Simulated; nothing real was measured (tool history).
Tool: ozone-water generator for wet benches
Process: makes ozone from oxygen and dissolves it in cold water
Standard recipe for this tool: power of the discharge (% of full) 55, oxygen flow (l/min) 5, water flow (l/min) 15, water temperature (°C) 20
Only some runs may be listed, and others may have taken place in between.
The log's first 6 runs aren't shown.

run    hour  power of the discharge (% of full)  oxygen flow (l/min)  water flow (l/min)  water temperature (°C)  hours of work since the electrodes were changed  hours of work since the contactor was cleaned  hours of work since the thermometer was calibrated  dissolved ozone (ppm)  ozone in the gas ahead of the water (g/m3)
  7   979.9                                  55                 4.07                  15                      20                                             1638                                           5968                                                1854                   18.1                                         170
  8  1083.7                                  55                 4.07                  15                      20                                             1723                                           6053                                                1939                   18.6                                       168.7
  9  1247.4                                  55                 4.07                  15                      20                                             1858                                           6187                                                2073                   18.2                                       167.8
 10  1355.4                                  55                 4.07                  15                      20                                             1946                                           6276                                                2161                   18.4                                       169.2
 11  1479.4                                  55                 4.07                  15                      20                                             2048                                           6378                                                2263                   18.1                                       168.2
 12  1657.2                                  55                    5                  15                      20                                             2194                                           6523                                                2409                   17.5                                       146.5
 13  1853.9                                  55                    5                  15                      20                                             2355                                           6685                                                2570                   17.6                                       146.2
 14  1950.9                                  55                    5                  15                      20                                             2434                                           6764                                                2650                   17.5                                         147
     2108.5  -- water thermometer calibrated
 15  2113.6                                  55                 3.58                  15                      20                                             2567                                           6897                                                   4                     18                                         181
 16  2264.9                                  55                 3.58                  15                      20                                             2691                                           7021                                                 128                   18.1                                       179.6
 17  2362.5                                  55                 3.58                  15                      20                                             2771                                           7101                                                 208                   18.1                                       180.5
 18  2520.2                                  51                 4.13                  15                      20                                             2901                                           7230                                                 337                   16.7                                       155.9
 19  2649.3                                  51                 6.79                  14                      20                                             3006                                           7336                                                 443                   16.2                                       115.9

Run 20 has not been measured yet. What should we expect?
 20  2788.7                                  91                    5                  15                      25                                             3121                                           7451                                                 558                      ?                                           ?

dissolved ozone (ppm): 20.7
ozone in the gas ahead of the water (g/m3): 192.1
Minus the tool's unlogged condition, the same run would have read dissolved ozone (ppm) 23.7, ozone in the gas ahead of the water (g/m3) 209.9.
